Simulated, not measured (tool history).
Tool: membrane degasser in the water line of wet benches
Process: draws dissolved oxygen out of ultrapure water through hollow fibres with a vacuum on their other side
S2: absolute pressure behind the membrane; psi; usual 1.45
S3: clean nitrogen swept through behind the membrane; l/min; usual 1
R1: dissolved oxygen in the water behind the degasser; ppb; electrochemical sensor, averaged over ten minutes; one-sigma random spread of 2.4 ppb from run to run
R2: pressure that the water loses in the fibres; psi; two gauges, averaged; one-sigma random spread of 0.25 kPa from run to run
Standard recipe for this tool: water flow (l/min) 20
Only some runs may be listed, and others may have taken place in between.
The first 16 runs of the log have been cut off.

{"run": 17, "hour": 871.7, "water flow (l/min)": 19, "S2": 0.93, "S3": 1.1, "R1": 124.9, "R2": 8.898}
{"run": 18, "hour": 953.3, "water flow (l/min)": 19, "S2": 0.93, "S3": 1.1, "R1": 125.9, "R2": 8.862}
{"run": 19, "hour": 990.2, "water flow (l/min)": 14, "S2": 1.75, "S3": 0.54, "R1": 472.8, "R2": 6.57}
{"run": 20, "hour": 1067.9, "water flow (l/min)": 20, "S2": 2.22, "S3": 0.46, "R1": 959.3, "R2": 9.31}
{"run": 21, "hour": 1105.6, "water flow (l/min)": 20, "S2": 1.45, "S3": 1.42, "R1": 221.7, "R2": 9.353}
{"run": 22, "hour": 1153.5, "water flow (l/min)": 29, "S2": 1.89, "S3": 0.72, "R1": 755.3, "R2": 13.558}
{"run": 23, "hour": 1203.7, "water flow (l/min)": 29, "S2": 1.89, "S3": 0.72, "R1": 747, "R2": 13.522}
{"run": 24, "hour": 1255.1, "water flow (l/min)": 29, "S2": 1.45, "S3": 0.72, "R1": 547.5, "R2": 13.512}
{"run": 25, "hour": 1309.7, "water flow (l/min)": 16, "S2": 0.87, "S3": 0.72, "R1": 136.7, "R2": 7.456}
{"run": 26, "hour": 1362.5, "water flow (l/min)": 23, "S2": 1.89, "S3": 2.68, "R1": 201.4, "R2": 10.707}
{"run": 27, "hour": 1443.5, "water flow (l/min)": 20, "S2": 1.6, "S3": 0.55, "R1": 551.2, "R2": 9.265}
{"run": 28, "hour": 1490.9, "water flow (l/min)": 20, "S2": 1.22, "S3": 0.55, "R1": 373.1, "R2": 9.353}
{"run": 29, "hour": 1541.8, "water flow (l/min)": 21, "S2": 1.45, "S3": 1, "R1": 308.8, "R2": 9.802}
{"run": 30, "hour": 1576.0, "water flow (l/min)": 25, "S2": 3.47, "S3": 0.98, "R1": 1045.7, "R2": 11.567}
{"run": 31, "hour": 1654.3, "water flow (l/min)": 25, "S2": 3.47, "S3": 0.98, "R1": 1028.1, "R2": 11.631}

Each row is a separate what-if for the run after 31, all from the same tool condition, not one after another. Results?
{"run": "A", "hour": 1714.2, "water flow (l/min)": 30, "S2": 3.47, "S3": 0.98, "R1": "?", "R2": "?"}
{"run": "B", "hour": 1714.2, "water flow (l/min)": 20, "S2": 1.15, "S3": 1, "R1": "?", "R2": "?"}
{"run": "C", "hour": 1714.2, "water flow (l/min)": 25, "S2": 3.47, "S3": 1.21, "R1": "?", "R2": "?"}
{"run": "D", "hour": 1714.2, "water flow (l/min)": 31, "S2": 1.1, "S3": 0.95, "R1": "?", "R2": "?"}

run=A R1=1205.4 R2=13.858
run=B R1=204.7 R2=9.274
run=C R1=880.9 R2=11.594
run=D R1=320.2 R2=14.33
Without the tool's unlogged condition, the same runs would have read:
run=A R1=1204.5 R2=14.167
run=B R1=204 R2=9.478
run=C R1=880.2 R2=11.852
run=D R1=319.1 R2=14.647
